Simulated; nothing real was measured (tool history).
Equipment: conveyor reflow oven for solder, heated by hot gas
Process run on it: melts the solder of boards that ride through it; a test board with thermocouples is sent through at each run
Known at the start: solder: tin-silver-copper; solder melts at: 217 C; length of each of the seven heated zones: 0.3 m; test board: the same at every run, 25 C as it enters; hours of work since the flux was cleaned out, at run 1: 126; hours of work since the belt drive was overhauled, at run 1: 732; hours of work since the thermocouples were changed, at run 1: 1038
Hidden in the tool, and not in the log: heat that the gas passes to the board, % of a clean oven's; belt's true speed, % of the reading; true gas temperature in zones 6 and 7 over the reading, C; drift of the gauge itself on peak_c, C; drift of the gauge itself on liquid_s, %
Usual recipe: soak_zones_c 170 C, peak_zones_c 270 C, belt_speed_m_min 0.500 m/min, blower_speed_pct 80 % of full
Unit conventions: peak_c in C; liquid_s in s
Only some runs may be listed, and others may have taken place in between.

run   hour  soak_zones_c  peak_zones_c  belt_speed_m_min  blower_speed_pct  hours of work since the flux was cleaned out  hours of work since the belt drive was overhauled  hours of work since the thermocouples were changed  peak_c  liquid_s
  1    0.0           170           270             0.500                80                                           126                                                732                                                1038   249.7      51.2
  2   21.6           170           270             0.500                80                                           138                                                745                                                1050   249.7      51.7
  3   38.7           173           270             0.500                80                                           148                                                755                                                1060   249.6      52.7
  4   56.7           173           270             0.500                80                                           159                                                765                                                1071   250.2      52.6
  5   88.4           170           270             0.500                80                                           177                                                784                                                1089   249.7      51.3
  6  124.2           170           270             0.500                80                                           198                                                804                                                1110   249.2      51.4
     129.8  -- belt drive overhauled, speed set with a stopwatch
  7  161.7           170           270             0.500                80                                           217                                                 18                                                1129   249.8      52.6
  8  195.1           170           270             0.480                80                                           237                                                 38                                                1149   250.8      55.5
  9  210.2           159           270             0.497                80                                           246                                                 47                                                1157   247.9      47.8

Run 10 comes next. What will it give?
 10  225.3           173           281             0.479                57                                           254                                                 55                                                1166       ?         ?

For run 10 the tool returned peak_c 255.7 C, liquid_s 59.3 s.
With no hidden state in the tool, this same run would have given peak_c 258.4 C, liquid_s 59.1 s.

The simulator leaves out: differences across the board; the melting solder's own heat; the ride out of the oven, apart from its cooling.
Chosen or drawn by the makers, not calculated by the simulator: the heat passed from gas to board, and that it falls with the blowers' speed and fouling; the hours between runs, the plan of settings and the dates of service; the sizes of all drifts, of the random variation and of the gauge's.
